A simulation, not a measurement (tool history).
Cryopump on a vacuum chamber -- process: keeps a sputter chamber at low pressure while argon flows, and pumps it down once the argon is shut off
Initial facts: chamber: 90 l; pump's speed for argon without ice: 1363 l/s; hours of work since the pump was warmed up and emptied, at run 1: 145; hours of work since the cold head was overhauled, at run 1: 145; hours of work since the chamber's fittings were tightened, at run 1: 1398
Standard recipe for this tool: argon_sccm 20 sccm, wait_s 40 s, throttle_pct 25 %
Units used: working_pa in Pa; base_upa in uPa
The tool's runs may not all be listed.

run,hour,argon_sccm,wait_s,throttle_pct,hours of work since the pump was warmed up and emptied,hours of work since the cold head was overhauled,hours of work since the chamber's fittings were tightened,working_pa,base_upa
1,0,20,40,25,145,145,1398,0.1021,2.79
2,33,20,207,25,166,166,1419,0.1044,1.74
3,56.1,20,207,25,181,181,1434,0.1041,1.77
4,71.8,20,207,25,191,191,1445,0.1044,1.72
5,95.1,20,40,15,206,206,1460,0.1711,2.89
6,125.6,20,100,15,226,226,1480,0.1716,2.09
7,140.7,20,81,25,236,236,1489,0.1057,2.31
8,159.3,20,40,25,248,248,1501,0.1065,3.06
9,190.8,20,40,25,268,268,1522,0.1078,3.08
10,215.4,20,40,25,284,284,1538,0.1084,3.15
11,243.3,20,40,25,302,302,1556,0.1079,3.23
12,261.2,20,40,25,314,314,1567,0.1086,3.22
13,290.4,20,40,25,333,333,1586,0.1092,3.2
14,317.9,20,40,25,351,351,1604,0.1106,3.35
# hour 356: pump warmed up, emptied and cooled again
15,356.6,20,40,18,0,373,1626,0.139,2.81
16,376.9,20,40,18,14,386,1639,0.1376,2.79
17,402.2,20,40,58,30,402,1656,0.0439,2.79
18,430.9,20,40,49,49,421,1674,0.0515,2.77
19,447.5,20,40,49,59,432,1685,0.0527,2.86
20,466.3,20,40,49,72,444,1697,0.0534,2.76
21,483.3,11,117,51,83,455,1708,0.0279,2.02
22,502.9,11,55,51,95,467,1721,0.0281,2.52
23,525.7,16,206,44,110,482,1736,0.0477,1.93
24,559.9,11,127,25,132,504,1758,0.0568,2.06
25,584.3,11,173,25,148,520,1774,0.0561,2
26,604.2,31,136,25,161,533,1787,0.1603,2.15
27,628.9,31,136,25,177,549,1803,0.1603,2.12
28,644.5,31,136,25,187,559,1813,0.1619,2.05
29,665.8,20,40,25,201,573,1827,0.1034,3.14
30,697.6,20,40,25,222,594,1847,0.1061,3.23
31,712.4,38,29,25,231,603,1857,0.1996,3.85
32,727.3,20,50,17,241,613,1866,0.1521,3.06
33,751.6,20,50,17,257,629,1882,0.1532,3.04

Each row is a separate what-if for the run after 33, all from the same tool condition, not one after another. Results?
A,781.4,12,56,17,276,648,1902,?,?
B,781.4,20,96,17,276,648,1902,?,?
C,781.4,22,54,25,276,648,1902,?,?

run,working_pa,base_upa
A,0.0932,2.96
B,0.154,2.61
C,0.1167,3.02
Without the tool's hidden state the same runs would have given:
run,working_pa,base_upa
A,0.0885,1.16
B,0.1462,0.8
C,0.1082,1.21
